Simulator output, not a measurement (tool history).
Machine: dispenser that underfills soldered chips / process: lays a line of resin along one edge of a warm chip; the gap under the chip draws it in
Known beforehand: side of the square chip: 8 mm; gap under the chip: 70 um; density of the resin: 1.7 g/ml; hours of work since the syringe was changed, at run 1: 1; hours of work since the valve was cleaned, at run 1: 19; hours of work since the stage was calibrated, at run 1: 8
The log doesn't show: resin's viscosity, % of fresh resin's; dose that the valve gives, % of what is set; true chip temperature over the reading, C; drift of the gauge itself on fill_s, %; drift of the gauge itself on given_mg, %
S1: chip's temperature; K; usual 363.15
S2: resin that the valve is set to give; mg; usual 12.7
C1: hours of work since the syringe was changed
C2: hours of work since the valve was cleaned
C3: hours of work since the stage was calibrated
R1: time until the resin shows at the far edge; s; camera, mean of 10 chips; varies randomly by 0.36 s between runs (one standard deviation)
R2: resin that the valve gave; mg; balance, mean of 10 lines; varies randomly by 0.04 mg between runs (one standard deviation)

run	hour	S1	S2	C1	C2	C3	R1	R2
1	0	363.15	12.7	1	19	8	20.8	12.72
# hour 9.3: new syringe of resin
2	12.6	363.15	12.7	2	28	16	22.7	12.55
# hour 19.7: new syringe of resin
3	24.5	363.15	12.7	3	36	25	24.8	12.54
# hour 29.9: new syringe of resin
4	31.9	363.15	12.7	1	41	30	22.9	12.54
# hour 40.3: new syringe of resin
5	41.5	363.15	12.7	1	48	36	20.7	12.57
# hour 50.4: new syringe of resin
6	54.1	363.15	12.7	3	57	45	24	12.48
# hour 61: new syringe of resin
7	65.8	363.15	12.7	3	65	53	25.4	12.45
# hour 68.2: dispensing valve cleaned and set on the balance
# hour 72.6: new syringe of resin
8	79.5	363.15	12.7	5	8	62	27.8	12.72
# hour 82.9: new syringe of resin
9	90.2	363.15	12.7	5	15	70	28.9	12.61
# hour 93: new syringe of resin
# hour 103.3: new syringe of resin
10	104.8	363.15	12.7	1	25	80	22.3	12.55
# hour 113.4: new syringe of resin
11	117.3	363.15	11.9	3	34	89	23.8	11.76
# hour 123.2: new syringe of resin
12	127.9	363.15	11.9	3	42	96	25.5	11.76
# hour 133.4: new syringe of resin
13	137.6	363.15	11.9	3	48	103	25	11.73
# hour 144: new syringe of resin
14	147.3	358.15	11.9	2	55	109	30.6	11.7
# hour 153.8: new syringe of resin
15	155.1	358.15	11.9	1	60	115	27.7	11.71
# hour 164: dispensing valve cleaned and set on the balance
# hour 165.3: new syringe of resin
16	167.4	377.15	13.1	2	2	123	11.7	13.05
# hour 175.4: new syringe of resin
17	175.4	349.15	15	0	8	128	39.4	14.98
# hour 185.5: new syringe of resin
18	189.7	349.15	15	3	18	138	47.6	14.9
# hour 196.3: new syringe of resin
19	201.4	361.15	12.6	4	26	146	28.8	12.47
# hour 206.6: new syringe of resin
20	208	361.15	12.6	1	30	151	25.1	12.44
# hour 217.2: new syringe of resin
21	223.6	369.15	16.3	5	41	162	21.5	16
# hour 228.1: new syringe of resin
22	233.9	369.15	11	4	49	169	20.7	10.93
# hour 238.2: new syringe of resin
23	243.6	359.15	10.9	4	55	176	33.3	10.7
# hour 249.4: new syringe of resin
24	252.8	362.15	11.4	2	62	182	25.8	11.16

Below, each run's measurement less what the same run would have read without the hidden state. Both values contain the same run-to-run variation, but the gauge's scatter may not be the same in both:
run	R1	R2
1	+0.9	-0.08
2	+3.5	-0.11
3	+5.4	-0.15
4	+2.7	-0.17
5	+0.9	-0.19
6	+4.1	-0.22
7	+5.2	-0.25
8	+7.9	-0.03
9	+8.7	-0.05
10	+2.4	-0.09
11	+4.4	-0.12
12	+5.4	-0.14
13	+4.9	-0.17
14	+5.1	-0.19
15	+1.9	-0.22
16	+1.3	-0.04
17	+1.4	-0.06
18	+9.8	-0.1
19	+6.9	-0.12
20	+2.8	-0.14
21	+5.7	-0.24
22	+5.3	-0.18
23	+8.7	-0.2
24	+4.6	-0.24
